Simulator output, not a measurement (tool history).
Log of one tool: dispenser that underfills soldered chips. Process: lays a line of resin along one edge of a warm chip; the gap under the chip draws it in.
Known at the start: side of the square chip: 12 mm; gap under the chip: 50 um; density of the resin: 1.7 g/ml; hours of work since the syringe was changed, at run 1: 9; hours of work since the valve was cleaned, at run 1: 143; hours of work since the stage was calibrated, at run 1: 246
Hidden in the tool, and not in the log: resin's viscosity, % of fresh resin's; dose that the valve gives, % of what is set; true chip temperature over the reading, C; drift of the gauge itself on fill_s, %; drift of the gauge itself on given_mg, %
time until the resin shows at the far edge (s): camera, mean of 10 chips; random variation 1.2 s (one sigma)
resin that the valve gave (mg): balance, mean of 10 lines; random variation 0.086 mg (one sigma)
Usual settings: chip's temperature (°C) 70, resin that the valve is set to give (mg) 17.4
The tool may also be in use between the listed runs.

| run | hour | chip's temperature (°C) | resin that the valve is set to give (mg) | hours of work since the syringe was changed | hours of work since the valve was cleaned | hours of work since the stage was calibrated | time until the resin shows at the far edge (s) | resin that the valve gave (mg) |
|---|---|---|---|---|---|---|---|---|
| 1 | 0.0 | 70 | 17.4 | 9 | 143 | 246 | 214.7 | 15.03 |
|  | 1.0 | new syringe of resin |
|  | 8.6 | dispensing valve cleaned and set on the balance |
| 2 | 9.5 | 70 | 17.4 | 5 | 1 | 252 | 167.7 | 17.33 |
|  | 16.0 | new syringe of resin |
| 3 | 17.2 | 83 | 17.4 | 1 | 6 | 257 | 79.3 | 17.43 |
| 4 | 22.9 | 79 | 17.4 | 5 | 10 | 261 | 115.7 | 17.16 |
|  | 29.9 | new syringe of resin |
| 5 | 32.0 | 79 | 17.4 | 1 | 16 | 267 | 96.6 | 17.19 |
| 6 | 39.6 | 79 | 17.4 | 7 | 22 | 273 | 130.8 | 17.07 |
|  | 43.8 | new syringe of resin |
| 7 | 43.8 | 79 | 17.4 | 0 | 24 | 275 | 89.7 | 17.09 |
| 8 | 53.0 | 79 | 17.4 | 7 | 31 | 282 | 130.8 | 17.08 |
|  | 57.8 | new syringe of resin |
| 9 | 61.2 | 79 | 17.4 | 2 | 36 | 287 | 102.3 | 16.90 |
| 10 | 67.1 | 79 | 17.4 | 7 | 41 | 292 | 130.3 | 16.78 |
|  | 72.3 | new syringe of resin |
| 11 | 72.5 | 79 | 17.4 | 0 | 44 | 295 | 89.6 | 16.78 |
| 12 | 82.0 | 79 | 17.4 | 7 | 51 | 302 | 136.9 | 16.73 |
|  | 86.2 | new syringe of resin |
| 13 | 88.2 | 79 | 17.4 | 1 | 55 | 306 | 97.4 | 16.67 |
| 14 | 93.5 | 79 | 17.4 | 5 | 59 | 310 | 122.7 | 16.45 |
|  | 100.1 | new syringe of resin |
| 15 | 101.2 | 79 | 17.4 | 1 | 64 | 315 | 95.9 | 16.40 |
| 16 | 108.1 | 79 | 17.4 | 6 | 69 | 320 | 126.1 | 16.30 |
|  | 114.2 | new syringe of resin |
| 17 | 116.0 | 79 | 17.4 | 1 | 74 | 325 | 97.6 | 16.25 |
| 18 | 123.8 | 79 | 17.4 | 7 | 80 | 331 | 137.0 | 16.22 |
|  | 128.6 | new syringe of resin |
| 19 | 131.7 | 84 | 20.1 | 2 | 85 | 336 | 86.8 | 18.63 |
| 20 | 140.9 | 84 | 20.1 | 9 | 92 | 343 | 129.5 | 18.42 |
|  | 142.9 | new syringe of resin |
| 21 | 147.5 | 84 | 20.1 | 3 | 96 | 347 | 89.6 | 18.32 |
| 22 | 153.3 | 84 | 20.1 | 7 | 100 | 351 | 118.1 | 18.21 |
|  | 157.0 | new syringe of resin |
| 23 | 159.2 | 63 | 20.1 | 2 | 104 | 355 | 182.4 | 18.30 |
| 24 | 167.2 | 70 | 20.1 | 7 | 110 | 361 | 192.3 | 18.18 |
|  | 171.5 | new syringe of resin |
| 25 | 174.1 | 66 | 16.5 | 2 | 115 | 366 | 172.4 | 14.74 |
| 26 | 183.6 | 74 | 15.0 | 9 | 121 | 372 | 197.7 | 13.44 |
|  | 185.9 | new syringe of resin |
| 27 | 192.2 | 69 | 20.6 | 4 | 127 | 378 | 174.6 | 18.10 |
|  | 200.0 | new syringe of resin |
| 28 | 201.8 | 69 | 20.6 | 1 | 134 | 385 | 145.6 | 18.06 |
| 29 | 208.3 | 75 | 19.4 | 6 | 138 | 389 | 153.0 | 16.97 |
|  | 214.3 | new syringe of resin |
| 30 | 215.5 | 82 | 21.2 | 1 | 143 | 394 | 85.1 | 18.56 |
| 31 | 220.3 | 78 | 21.3 | 4 | 147 | 398 | 120.1 | 18.60 |
|  | 224.2 | dispensing valve cleaned and set on the balance |
| 32 | 226.0 | 68 | 19.3 | 8 | 1 | 401 | 209.1 | 19.39 |
|  | 229.7 | new syringe of resin |
| 33 | 234.4 | 57 | 20.3 | 3 | 7 | 407 | 255.6 | 20.19 |
| 34 | 241.6 | 84 | 15.1 | 8 | 12 | 412 | 131.6 | 15.16 |
|  | 244.1 | new syringe of resin |
| 35 | 250.9 | 84 | 15.1 | 5 | 18 | 418 | 104.3 | 14.87 |

Hidden state at the last listed run before each entry between runs and at the first one after, where it differs:
Between runs 1 and 2: new syringe of resin (hour 1.0); dispensing valve cleaned and set on the balance (hour 8.6)
  resin's viscosity, % of fresh resin's: 171 -> 136.1; dose that the valve gives, % of what is set: 86.84 -> 100.05; true chip temperature over the reading, C: -1.75 -> -1.79
  measured less the result without the state, time until the resin shows at the far edge (s): +101.9 -> +52.8; resin that the valve gave (mg): -2.28 -> +0.01
Between runs 2 and 3: new syringe of resin (hour 16.0)
  resin's viscosity, % of fresh resin's: 136.1 -> 103.8; dose that the valve gives, % of what is set: 100.05 -> 99.6; true chip temperature over the reading, C: -1.79 -> -1.83
  measured less the result without the state, time until the resin shows at the far edge (s): +52.8 -> +7.8; resin that the valve gave (mg): +0.01 -> -0.07
Between runs 4 and 5: new syringe of resin (hour 29.9)
  resin's viscosity, % of fresh resin's: 132.2 -> 108.8; dose that the valve gives, % of what is set: 99.21 -> 98.65; true chip temperature over the reading, C: -1.86 -> -1.9
  measured less the result without the state, time until the resin shows at the far edge (s): +34.0 -> +14.0; resin that the valve gave (mg): -0.14 -> -0.23
Between runs 6 and 7: new syringe of resin (hour 43.8)
  resin's viscosity, % of fresh resin's: 150.2 -> 100.3; dose that the valve gives, % of what is set: 98.18 -> 97.93; true chip temperature over the reading, C: -1.94 -> -1.96
  measured less the result without the state, time until the resin shows at the far edge (s): +50.0 -> +6.7; resin that the valve gave (mg): -0.31 -> -0.36
Between runs 8 and 9: new syringe of resin (hour 57.8)
  resin's viscosity, % of fresh resin's: 148 -> 115; dose that the valve gives, % of what is set: 97.33 -> 96.81; true chip temperature over the reading, C: -2 -> -2.04
  measured less the result without the state, time until the resin shows at the far edge (s): +49.3 -> +20.3; resin that the valve gave (mg): -0.47 -> -0.56
Between runs 10 and 11: new syringe of resin (hour 72.3)
  resin's viscosity, % of fresh resin's: 147.5 -> 101.5; dose that the valve gives, % of what is set: 96.43 -> 96.12; true chip temperature over the reading, C: -2.07 -> -2.1
  measured less the result without the state, time until the resin shows at the far edge (s): +49.0 -> +8.5; resin that the valve gave (mg): -0.62 -> -0.68
Between runs 12 and 13: new syringe of resin (hour 86.2)
  resin's viscosity, % of fresh resin's: 151.9 -> 108.4; dose that the valve gives, % of what is set: 95.5 -> 95.12; true chip temperature over the reading, C: -2.15 -> -2.18
  measured less the result without the state, time until the resin shows at the far edge (s): +54.3 -> +15.3; resin that the valve gave (mg): -0.79 -> -0.85
Between runs 14 and 15: new syringe of resin (hour 100.1)
  resin's viscosity, % of fresh resin's: 135.2 -> 106; dose that the valve gives, % of what is set: 94.76 -> 94.29; true chip temperature over the reading, C: -2.2 -> -2.24
  measured less the result without the state, time until the resin shows at the far edge (s): +40.0 -> +13.6; resin that the valve gave (mg): -0.91 -> -1.00
Between runs 16 and 17: new syringe of resin (hour 114.2)
  resin's viscosity, % of fresh resin's: 141.9 -> 107.3; dose that the valve gives, % of what is set: 93.87 -> 93.38; true chip temperature over the reading, C: -2.27 -> -2.31
  measured less the result without the state, time until the resin shows at the far edge (s): +45.6 -> +15.3; resin that the valve gave (mg): -1.06 -> -1.15
Between runs 18 and 19: new syringe of resin (hour 128.6)
  resin's viscosity, % of fresh resin's: 149.2 -> 116.7; dose that the valve gives, % of what is set: 92.86 -> 92.35; true chip temperature over the reading, C: -2.35 -> -2.38
  measured less the result without the state, time until the resin shows at the far edge (s): +54.1 -> +19.0; resin that the valve gave (mg): -1.25 -> -1.54
Between runs 20 and 21: new syringe of resin (hour 142.9)
  resin's viscosity, % of fresh resin's: 172.1 -> 121.3; dose that the valve gives, % of what is set: 91.8 -> 91.45; true chip temperature over the reading, C: -2.42 -> -2.45
  measured less the result without the state, time until the resin shows at the far edge (s): +61.2 -> +22.8; resin that the valve gave (mg): -1.65 -> -1.72
Between runs 22 and 23: new syringe of resin (hour 157.0)
  resin's viscosity, % of fresh resin's: 154.5 -> 109.9; dose that the valve gives, % of what is set: 91.09 -> 90.7; true chip temperature over the reading, C: -2.48 -> -2.5
  measured less the result without the state, time until the resin shows at the far edge (s): +48.7 -> +34.1; resin that the valve gave (mg): -1.79 -> -1.86
Between runs 24 and 25: new syringe of resin (hour 171.5)
  resin's viscosity, % of fresh resin's: 153.8 -> 110.5; dose that the valve gives, % of what is set: 90.18 -> 89.71; true chip temperature over the reading, C: -2.54 -> -2.58
  measured less the result without the state, time until the resin shows at the far edge (s): +80.3 -> +36.1; resin that the valve gave (mg): -1.97 -> -1.70
Between runs 26 and 27: new syringe of resin (hour 185.9)
  resin's viscosity, % of fresh resin's: 164.7 -> 133; dose that the valve gives, % of what is set: 89.12 -> 88.58; true chip temperature over the reading, C: -2.62 -> -2.66
  measured less the result without the state, time until the resin shows at the far edge (s): +94.4 -> +57.9; resin that the valve gave (mg): -1.64 -> -2.34
Between runs 27 and 28: new syringe of resin (hour 200.0)
  resin's viscosity, % of fresh resin's: 133 -> 108.9; dose that the valve gives, % of what is set: 88.58 -> 87.96; true chip temperature over the reading, C: -2.66 -> -2.7
  measured less the result without the state, time until the resin shows at the far edge (s): +57.9 -> +27.1; resin that the valve gave (mg): -2.34 -> -2.48
Between runs 29 and 30: new syringe of resin (hour 214.3)
  resin's viscosity, % of fresh resin's: 143.7 -> 105.5; dose that the valve gives, % of what is set: 87.56 -> 87.12; true chip temperature over the reading, C: -2.74 -> -2.77
  measured less the result without the state, time until the resin shows at the far edge (s): +59.1 -> +13.2; resin that the valve gave (mg): -2.41 -> -2.74
Between runs 31 and 32: dispensing valve cleaned and set on the balance (hour 224.2)
  resin's viscosity, % of fresh resin's: 129.2 -> 157.8; dose that the valve gives, % of what is set: 86.82 -> 100.01; true chip temperature over the reading, C: -2.8 -> -2.82
  measured less the result without the state, time until the resin shows at the far edge (s): +37.3 -> +90.5; resin that the valve gave (mg): -2.82 -> +0.00
Between runs 32 and 33: new syringe of resin (hour 229.7)
  resin's viscosity, % of fresh resin's: 157.8 -> 121.2; dose that the valve gives, % of what is set: 100.01 -> 99.46; true chip temperature over the reading, C: -2.82 -> -2.86
  measured less the result without the state, time until the resin shows at the far edge (s): +90.5 -> +68.4; resin that the valve gave (mg): +0.00 -> -0.10
Between runs 34 and 35: new syringe of resin (hour 244.1)
  resin's viscosity, % of fresh resin's: 164.7 -> 129.8; dose that the valve gives, % of what is set: 99 -> 98.38; true chip temperature over the reading, C: -2.9 -> -2.94
  measured less the result without the state, time until the resin shows at the far edge (s): +59.7 -> +32.2; resin that the valve gave (mg): -0.15 -> -0.24

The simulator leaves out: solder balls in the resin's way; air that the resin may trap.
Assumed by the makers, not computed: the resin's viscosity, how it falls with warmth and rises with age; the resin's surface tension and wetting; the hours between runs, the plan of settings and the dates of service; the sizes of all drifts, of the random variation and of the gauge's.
